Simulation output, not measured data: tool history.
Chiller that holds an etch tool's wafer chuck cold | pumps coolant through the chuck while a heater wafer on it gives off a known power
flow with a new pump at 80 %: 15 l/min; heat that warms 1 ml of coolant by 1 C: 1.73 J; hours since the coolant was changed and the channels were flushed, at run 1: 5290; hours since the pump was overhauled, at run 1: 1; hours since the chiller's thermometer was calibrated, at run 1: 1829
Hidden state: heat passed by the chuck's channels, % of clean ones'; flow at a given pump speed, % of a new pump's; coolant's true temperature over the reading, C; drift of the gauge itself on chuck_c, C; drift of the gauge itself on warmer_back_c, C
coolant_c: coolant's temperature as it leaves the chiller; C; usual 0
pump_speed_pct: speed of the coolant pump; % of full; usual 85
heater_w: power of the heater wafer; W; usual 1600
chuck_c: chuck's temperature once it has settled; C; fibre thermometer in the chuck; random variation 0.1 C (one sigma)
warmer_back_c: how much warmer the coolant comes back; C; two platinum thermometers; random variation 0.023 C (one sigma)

run     day  coolant_c  pump_speed_pct  heater_w  hours since the coolant was changed and the channels were flushed  hours since the pump was overhauled  hours since the chiller's thermometer was calibrated  chuck_c  warmer_back_c
  1   0.000          0              85      1600                                                               5290                                    1                                                  1829     11.5           3.46
  2   1.325          0              85      1600                                                               5322                                   33                                                  1861     11.7           3.47
  3   2.296          0              85      1600                                                               5345                                   56                                                  1884     11.7           3.47
  4   4.175          0              85      1600                                                               5390                                  101                                                  1930     11.5           3.50
  5   5.800          0              85      1600                                                               5429                                  140                                                  1969     11.4           3.50
  6   7.750          0              85      1600                                                               5476                                  187                                                  2015     11.6           3.52
  7   8.792          0              85      1600                                                               5501                                  212                                                  2040     11.5           3.52
  8   9.896          0              62      1600                                                               5527                                  238                                                  2067     14.6           4.75
  9  11.367          0              62      1600                                                               5563                                  274                                                  2102     14.6           4.81
 10  12.617          0              62      1600                                                               5593                                  304                                                  2132     14.7           4.78
 11  13.975          0              85      1600                                                               5625                                  336                                                  2165     11.7           3.46
 12  14.833          0              85      1600                                                               5646                                  357                                                  2185     11.8           3.50
 13  16.692          0              85      1600                                                               5690                                  401                                                  2230     11.5           3.48
 14  17.933          0              85      1600                                                               5720                                  431                                                  2260     11.8           3.52
 15  19.688         -8              85      1600                                                               5762                                  473                                                  2302      3.6           3.50
 16  20.629          0              85      1600                                                               5785                                  496                                                  2325     11.6           3.50
 17  21.704          7              85      1567                                                               5811                                  522                                                  2350     18.4           3.44
 18  23.542          7              85      1567                                                               5855                                  566                                                  2394     18.6           3.41
 19  25.517          2              85      1491                                                               5902                                  613                                                  2442     13.1           3.23
 20  26.971          2              85      1491                                                               5937                                  648                                                  2477     13.0           3.25
 21  28.421          2              85      1491                                                               5972                                  683                                                  2511     13.1           3.27

The next listed run, before its measurement:
 22  30.283          2              85      1491                                                               6017                                  728                                                  2556        ?              ?

Run 22 gave chuck_c 12.9 C, warmer_back_c 3.25 C.
Without the tool's hidden state the same run would have given chuck_c 11.4 C, warmer_back_c 3.22 C.

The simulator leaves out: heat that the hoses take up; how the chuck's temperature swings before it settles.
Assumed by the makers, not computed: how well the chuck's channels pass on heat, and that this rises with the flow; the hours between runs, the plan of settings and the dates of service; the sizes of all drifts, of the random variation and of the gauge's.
